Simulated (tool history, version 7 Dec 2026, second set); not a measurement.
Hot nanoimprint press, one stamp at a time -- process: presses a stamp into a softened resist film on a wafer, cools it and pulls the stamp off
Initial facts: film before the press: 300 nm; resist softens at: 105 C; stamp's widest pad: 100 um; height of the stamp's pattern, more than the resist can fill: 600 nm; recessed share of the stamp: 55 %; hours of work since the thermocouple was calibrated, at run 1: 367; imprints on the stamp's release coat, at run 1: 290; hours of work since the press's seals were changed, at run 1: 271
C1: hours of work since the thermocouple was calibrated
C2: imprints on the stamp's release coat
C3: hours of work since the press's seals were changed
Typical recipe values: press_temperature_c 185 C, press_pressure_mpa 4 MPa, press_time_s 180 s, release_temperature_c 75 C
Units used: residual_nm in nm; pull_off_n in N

Run 1, hour 0: usual settings; C1 367; C2 290; C3 271. Result: residual_nm 179.8 nm, pull_off_n 230 N.
Run 2, hour 13: usual settings but press_temperature_c 197 C; C1 374; C2 324; C3 279. Result: residual_nm 130.4 nm, pull_off_n 238 N.
Run 3, hour 20.2: usual settings but press_temperature_c 197 C; C1 379; C2 343; C3 283. Result: residual_nm 131.8 nm, pull_off_n 236 N.
Run 4, hour 26.6: usual settings but press_temperature_c 179 C; C1 383; C2 360; C3 287. Result: residual_nm 209 nm, pull_off_n 235 N.
Run 5, hour 39.9: usual settings but press_temperature_c 179 C; C1 391; C2 395; C3 295. Result: residual_nm 212.6 nm, pull_off_n 237 N.
Run 6, hour 53.5: usual settings; C1 399; C2 430; C3 303. Result: residual_nm 182.6 nm, pull_off_n 235 N.
Run 7, hour 59.1: usual settings; C1 402; C2 445; C3 307. Result: residual_nm 181.8 nm, pull_off_n 237 N.
Run 8, hour 72.7: usual settings; C1 410; C2 480; C3 315. Result: residual_nm 180.6 nm, pull_off_n 235 N.
Run 9, hour 78.4: usual settings; C1 414; C2 495; C3 318. Result: residual_nm 180.7 nm, pull_off_n 240 N.
Run 10, hour 84.2: usual settings; C1 417; C2 510; C3 322. Result: residual_nm 182.9 nm, pull_off_n 235 N.
Run 11, hour 96.9: usual settings; C1 425; C2 544; C3 329. Result: residual_nm 179.3 nm, pull_off_n 237 N.
Run 12, hour 109.1: usual settings but release_temperature_c 81 C; C1 432; C2 575; C3 337. Result: residual_nm 183.8 nm, pull_off_n 228 N.
Run 13, hour 116.3: usual settings but release_temperature_c 81 C; C1 437; C2 594; C3 341. Result: residual_nm 180.5 nm, pull_off_n 227 N.
Run 14, hour 125.7: usual settings but release_temperature_c 81 C; C1 442; C2 619; C3 347. Result: residual_nm 186.1 nm, pull_off_n 223 N.
Run 15, hour 137.9: usual settings but press_temperature_c 176 C; C1 450; C2 651; C3 354. Result: residual_nm 227.2 nm, pull_off_n 240 N.
Run 16, hour 148.1: usual settings but press_temperature_c 176 C; C1 456; C2 677; C3 360. Result: residual_nm 224.6 nm, pull_off_n 240 N.
Run 17, hour 161.7: usual settings but press_temperature_c 176 C, release_temperature_c 69 C; C1 464; C2 713; C3 368. Result: residual_nm 230.2 nm, pull_off_n 249 N.
Run 18, hour 167.4: usual settings but press_time_s 342 s; C1 467; C2 728; C3 372. Result: residual_nm 153.9 nm, pull_off_n 241 N.
Run 19, hour 176.7: usual settings but press_time_s 342 s; C1 473; C2 752; C3 377. Result: residual_nm 151.5 nm, pull_off_n 241 N.
Run 20, hour 185.3: usual settings but press_temperature_c 189 C, press_time_s 154 s, release_temperature_c 76 C; C1 478; C2 775; C3 382. Result: residual_nm 173.4 nm, pull_off_n 239 N.
Run 21, hour 191.9: usual settings but press_temperature_c 189 C, press_time_s 154 s, release_temperature_c 60 C; C1 482; C2 792; C3 386. Result: residual_nm 171.2 nm, pull_off_n 271 N.
Run 22, hour 198.9: usual settings but press_temperature_c 189 C, press_pressure_mpa 3.44 MPa, press_time_s 154 s, release_temperature_c 60 C; C1 486; C2 810; C3 391. Result: residual_nm 188.2 nm, pull_off_n 274 N.
Run 23, hour 211: usual settings but press_temperature_c 189 C, press_pressure_mpa 3.44 MPa, press_time_s 154 s, release_temperature_c 60 C; C1 493; C2 842; C3 398. Result: residual_nm 185.4 nm, pull_off_n 275 N.
Run 24, hour 224.3: usual settings but press_temperature_c 176 C, press_pressure_mpa 6.05 MPa, press_time_s 111 s, release_temperature_c 66 C; C1 501; C2 877; C3 406. Result: residual_nm 217.5 nm, pull_off_n 265 N.
Run 25, hour 229.8: usual settings but press_temperature_c 188 C, press_pressure_mpa 4.2 MPa, press_time_s 106 s, release_temperature_c 77 C; C1 505; C2 891; C3 409. Result: residual_nm 192.3 nm, pull_off_n 240 N.
Run 26, hour 240.3: usual settings but press_temperature_c 188 C, press_pressure_mpa 4.2 MPa, press_time_s 106 s, release_temperature_c 77 C; C1 511; C2 918; C3 415. Result: residual_nm 193.1 nm, pull_off_n 243 N.
Run 27, hour 246.2: usual settings but press_temperature_c 188 C, press_pressure_mpa 4.2 MPa, press_time_s 106 s, release_temperature_c 77 C; C1 515; C2 934; C3 419. Result: residual_nm 191.8 nm, pull_off_n 241 N.
Run 28, hour 252.2: usual settings but press_temperature_c 188 C, press_pressure_mpa 4.2 MPa, press_time_s 106 s, release_temperature_c 77 C; C1 518; C2 950; C3 423. Result: residual_nm 192.1 nm, pull_off_n 239 N.
Run 29, hour 259: usual settings but press_temperature_c 188 C, press_pressure_mpa 4.2 MPa, press_time_s 106 s, release_temperature_c 77 C; C1 522; C2 968; C3 427. Result: residual_nm 193.9 nm, pull_off_n 243 N.
Run 30, hour 269.5: usual settings but press_temperature_c 190 C, press_time_s 165 s; C1 529; C2 995; C3 433. Result: residual_nm 166 nm, pull_off_n 242 N.
Run 31, hour 276.2: usual settings but press_temperature_c 180 C, press_time_s 194 s; C1 533; C2 1012; C3 437. Result: residual_nm 205.1 nm, pull_off_n 253 N.

Run by run, hidden condition taken away, random variation retained:
The hidden state here: true temperature over the reading, C; pressure that arrives at the usual setting, %; grip of the stamp's worn release coat, % over a new coat's; drift of the gauge itself on residual_nm, %; drift of the gauge itself on pull_off_n, %.
run  residual_nm  pull_off_n
  1        171.7         223
  2        124.3         230
  3        125.6         228
  4        200.1         226
  5        203.2         228
  6        173.6         226
  7        172.8         228
  8        171.4         225
  9        171.3         229
 10        173.4         225
 11        169.7         226
 12        173.9         216
 13        170.6         216
 14        175.8         212
 15        216.4         227
 16        213.7         226
 17          219         235
 18        143.7         227
 19        141.3         226
 20        162.9         224
 21        160.8         255
 22        177.3         257
 23        174.6         258
 24        204.3         248
 25        180.8         224
 26        181.4         226
 27        180.1         224
 28        180.2         222
 29        181.9         225
 30        154.6         224
 31        191.8         233

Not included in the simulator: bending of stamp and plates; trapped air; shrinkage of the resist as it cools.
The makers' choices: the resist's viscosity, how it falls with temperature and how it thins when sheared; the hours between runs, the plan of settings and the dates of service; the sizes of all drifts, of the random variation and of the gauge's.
